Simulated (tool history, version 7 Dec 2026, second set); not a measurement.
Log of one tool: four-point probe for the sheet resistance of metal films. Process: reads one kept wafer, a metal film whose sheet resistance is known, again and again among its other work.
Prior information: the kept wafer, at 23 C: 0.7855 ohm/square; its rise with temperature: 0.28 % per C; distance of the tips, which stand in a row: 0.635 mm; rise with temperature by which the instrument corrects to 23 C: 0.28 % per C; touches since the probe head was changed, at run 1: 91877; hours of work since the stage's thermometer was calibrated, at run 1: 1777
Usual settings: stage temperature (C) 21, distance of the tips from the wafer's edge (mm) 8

| run | hour | stage temperature (C) | distance of the tips from the wafer's edge (mm) | touches since the probe head was changed | hours of work since the stage's thermometer was calibrated | sheet resistance as the instrument gives it (ohm/square) |
|---|---|---|---|---|---|---|
| 1 | 0.0 | 21 | 8 | 91877 | 1777 | 0.793948 |
| 2 | 65.2 | 21 | 8 | 93692 | 1813 | 0.794471 |
| 3 | 126.0 | 21 | 8 | 95386 | 1847 | 0.794478 |
| 4 | 167.5 | 21 | 17 | 96541 | 1870 | 0.792256 |
| 5 | 215.9 | 20 | 17 | 97890 | 1897 | 0.792396 |
|  | 224.1 | new probe head fitted |
| 6 | 254.5 | 20 | 17 | 848 | 1918 | 0.784510 |
| 7 | 320.9 | 20 | 17 | 2696 | 1955 | 0.784585 |
|  | 331.8 | stage's thermometer calibrated |
| 8 | 357.6 | 20 | 17 | 3704 | 14 | 0.785411 |
| 9 | 404.0 | 21 | 34 | 4995 | 40 | 0.785328 |
| 10 | 441.1 | 35 | 8 | 6029 | 61 | 0.787735 |
| 11 | 490.9 | 35 | 8 | 7416 | 88 | 0.787486 |
| 12 | 547.1 | 35 | 8 | 8981 | 120 | 0.788052 |
| 13 | 595.2 | 35 | 8 | 10320 | 146 | 0.788005 |
| 14 | 651.7 | 35 | 8 | 11892 | 178 | 0.788091 |
| 15 | 689.3 | 35 | 8 | 12938 | 199 | 0.788308 |
| 16 | 733.3 | 21 | 52 | 14165 | 223 | 0.785783 |
| 17 | 774.1 | 21 | 8 | 15301 | 246 | 0.788186 |
| 18 | 847.9 | 21 | 8 | 17354 | 287 | 0.788711 |
| 19 | 890.9 | 21 | 9 | 18552 | 311 | 0.787713 |
| 20 | 930.0 | 21 | 5 | 19642 | 332 | 0.792904 |
| 21 | 991.1 | 21 | 5 | 21341 | 366 | 0.793105 |
| 22 | 1059.0 | 21 | 5 | 23233 | 404 | 0.793158 |
| 23 | 1094.6 | 21 | 5 | 24223 | 424 | 0.793290 |
| 24 | 1174.6 | 34 | 43 | 26451 | 468 | 0.786400 |
| 25 | 1223.0 | 27 | 74 | 27797 | 495 | 0.786779 |
| 26 | 1272.7 | 27 | 74 | 29182 | 523 | 0.786640 |
| 27 | 1307.5 | 29 | 8 | 30152 | 542 | 0.789315 |
| 28 | 1363.3 | 29 | 8 | 31705 | 573 | 0.789540 |
| 29 | 1413.5 | 29 | 8 | 33102 | 601 | 0.789704 |
| 30 | 1479.1 | 26 | 11 | 34930 | 637 | 0.788783 |
| 31 | 1546.1 | 19 | 11 | 36794 | 674 | 0.788784 |
| 32 | 1582.4 | 18 | 4 | 37805 | 695 | 0.797831 |
| 33 | 1639.2 | 27 | 7 | 39386 | 726 | 0.790791 |
| 34 | 1691.9 | 27 | 7 | 40854 | 755 | 0.791200 |
| 35 | 1764.9 | 27 | 7 | 42885 | 796 | 0.791296 |
| 36 | 1830.0 | 27 | 4 | 44699 | 832 | 0.798494 |
| 37 | 1908.9 | 31 | 5 | 46894 | 876 | 0.794752 |
| 38 | 1950.3 | 23 | 13 | 48048 | 899 | 0.789073 |
| 39 | 1998.7 | 25 | 7 | 49395 | 926 | 0.791719 |
| 40 | 2073.5 | 25 | 7 | 51477 | 967 | 0.791833 |
| 41 | 2111.3 | 19 | 8 | 52531 | 988 | 0.790924 |
| 42 | 2164.0 | 22 | 12 | 53997 | 1018 | 0.789542 |
| 43 | 2233.4 | 26 | 8 | 55931 | 1056 | 0.791434 |
| 44 | 2268.3 | 26 | 8 | 56902 | 1076 | 0.791614 |

Hidden state at the last listed run before each entry between runs and at the first one after, where it differs:
In the gap between runs 5 and 6: new probe head fitted (hour 224.1)
  inner tips' distance over the nominal, %: 0.885 -> -0.079; tips' flats over new ones', %: 52 -> 0
  measured result minus the result with no hidden state, sheet resistance as the instrument gives it (ohm/square): +0.006385 -> -0.001827
In the gap between runs 7 and 8: stage's thermometer calibrated (hour 331.8)
  inner tips' distance over the nominal, %: -0.058 -> -0.048; tips' flats over new ones', %: 1 -> 2; wafer's true temperature over the reading, C: -0.52 -> -0.11
  measured result minus the result with no hidden state, sheet resistance as the instrument gives it (ohm/square): -0.001671 -> -0.000649
